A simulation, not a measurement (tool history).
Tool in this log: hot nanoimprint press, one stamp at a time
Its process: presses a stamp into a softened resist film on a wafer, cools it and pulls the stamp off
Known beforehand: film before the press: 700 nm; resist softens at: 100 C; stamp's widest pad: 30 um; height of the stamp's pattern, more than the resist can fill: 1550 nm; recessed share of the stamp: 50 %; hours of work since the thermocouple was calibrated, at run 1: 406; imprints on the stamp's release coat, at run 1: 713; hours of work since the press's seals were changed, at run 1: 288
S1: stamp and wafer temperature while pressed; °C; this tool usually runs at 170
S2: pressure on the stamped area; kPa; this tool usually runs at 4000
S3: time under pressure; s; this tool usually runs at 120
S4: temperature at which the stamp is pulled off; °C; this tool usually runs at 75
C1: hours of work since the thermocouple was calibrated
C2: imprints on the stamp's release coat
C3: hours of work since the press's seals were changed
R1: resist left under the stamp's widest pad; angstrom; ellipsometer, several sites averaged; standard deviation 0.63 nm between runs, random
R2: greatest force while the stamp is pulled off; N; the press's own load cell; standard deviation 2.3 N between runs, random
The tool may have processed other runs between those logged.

run   hour   S1    S2   S3  S4   C1    C2   C3    R1   R2
  1      0  170  4000  120  75  406   713  288  2913  126
  2    7.7  170  4000  120  72  411   742  294  2902  134
  3   18.9  163  4000  120  75  420   784  302  3944  127
  4   26.3  163  4000  120  75  426   812  308  3927  127
  5   34.8  163  4000  120  75  432   844  315  3930  128
  6   48.3  163  4000  120  75  443   895  325  3913  126
      56.6  -- plate thermocouple calibrated
  7   61.5  170  4000  122  75    4   934  333  2850  125
  8   72.3  170  4000  120  75   12   975  342  2870  123
  9   78.8  170  4000  120  75   17   999  347  2858  131
 10   86.1  162  4000  120  75   23  1026  352  4069  123
 11     98  162  4000  120  75   32  1071  361  4057  125
 12  104.5  168  4000  120  70   37  1096  367  3119  134
 13  118.2  160  5750   82  61   48  1147  377  4127  164
 14  127.8  179  3260  223  76   55  1183  385  1748  124
 15  136.6  179  3260  223  76   62  1217  391  1749  123
     148.9  -- gauge calibrated
 16  150.7  170  3590  130  75   73  1270  402  3020  128
 17  156.7  170  3590  130  75   78  1292  407  2996  125
 18  163.2  170  4050  120  75   83  1317  412  2886  128

Below are 4 alternative next runs, each starting from the tool's condition after run 18. Predict each:
  A   171  170  3400  124  75  89  1346  418   ?   ?
  B   171  170  3830  120  61  89  1346  418   ?   ?
  C   171  170  4000  156  75  89  1346  418   ?   ?
  D   171  170  3040   89  67  89  1346  418   ?   ?

run    R1   R2
  A  3126  127
  B  2956  164
  C  2647  127
  D  3698  148
What these runs would have given with no unlogged condition in the tool:
run    R1   R2
  A  3138  127
  B  2968  163
  C  2658  127
  D  3712  147
